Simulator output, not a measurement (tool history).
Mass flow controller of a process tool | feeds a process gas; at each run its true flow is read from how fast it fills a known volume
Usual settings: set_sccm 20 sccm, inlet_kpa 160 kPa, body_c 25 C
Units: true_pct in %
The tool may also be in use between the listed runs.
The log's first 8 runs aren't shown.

| run | day | set_sccm | inlet_kpa | body_c | hours of work since the controller was set to zero | hours of work since the controller was changed | true_pct |
|---|---|---|---|---|---|---|---|
| 9 | 24.192 | 20 | 234 | 25 | 6428 | 6428 | 100.02 |
| 10 | 27.492 | 20 | 234 | 25 | 6483 | 6483 | 100.05 |
| 11 | 31.196 | 20 | 234 | 25 | 6545 | 6545 | 100 |
| 12 | 35.604 | 20 | 234 | 25 | 6619 | 6619 | 100.07 |
| 13 | 38.921 | 14 | 160 | 25 | 6674 | 6674 | 99.55 |
| 14 | 41.596 | 20 | 160 | 25 | 6719 | 6719 | 99.62 |
| 15 | 43.525 | 20 | 160 | 25 | 6751 | 6751 | 99.46 |
| 16 | 47.471 | 20 | 160 | 25 | 6817 | 6817 | 99.54 |
| 17 | 51.454 | 20 | 160 | 25 | 6883 | 6883 | 99.55 |
| 18 | 54.275 | 20 | 160 | 25 | 6930 | 6930 | 99.46 |
| 19 | 56.162 | 20 | 160 | 25 | 6962 | 6962 | 99.49 |
|  | 58.175 | controller exchanged for a calibrated one |
| 20 | 58.492 | 20 | 160 | 25 | 5 | 5 | 99.46 |
| 21 | 62.121 | 20 | 160 | 25 | 66 | 66 | 99.63 |
| 22 | 65.271 | 11 | 160 | 25 | 119 | 119 | 99.43 |
| 23 | 69.462 | 20 | 175 | 25 | 189 | 189 | 99.48 |
| 24 | 72.862 | 20 | 175 | 25 | 245 | 245 | 99.69 |
| 25 | 75.754 | 7 | 175 | 28 | 294 | 294 | 99.81 |
| 26 | 78.233 | 7 | 175 | 28 | 335 | 335 | 99.86 |
| 27 | 80.292 | 36 | 189 | 27 | 369 | 369 | 100.02 |
| 28 | 82.483 | 36 | 189 | 27 | 406 | 406 | 100.03 |
| 29 | 86.058 | 19 | 216 | 28 | 466 | 466 | 100.24 |
| 30 | 89.446 | 18 | 178 | 23 | 522 | 522 | 99.45 |
| 31 | 93.846 | 31 | 165 | 25 | 596 | 596 | 99.65 |

Run 32 comes next. What will it give?
| 32 | 95.85 | 31 | 165 | 25 | 629 | 629 | ? |

true_pct: 99.67 %
Without the tool's hidden state the same run would have given true_pct 99.67 %.
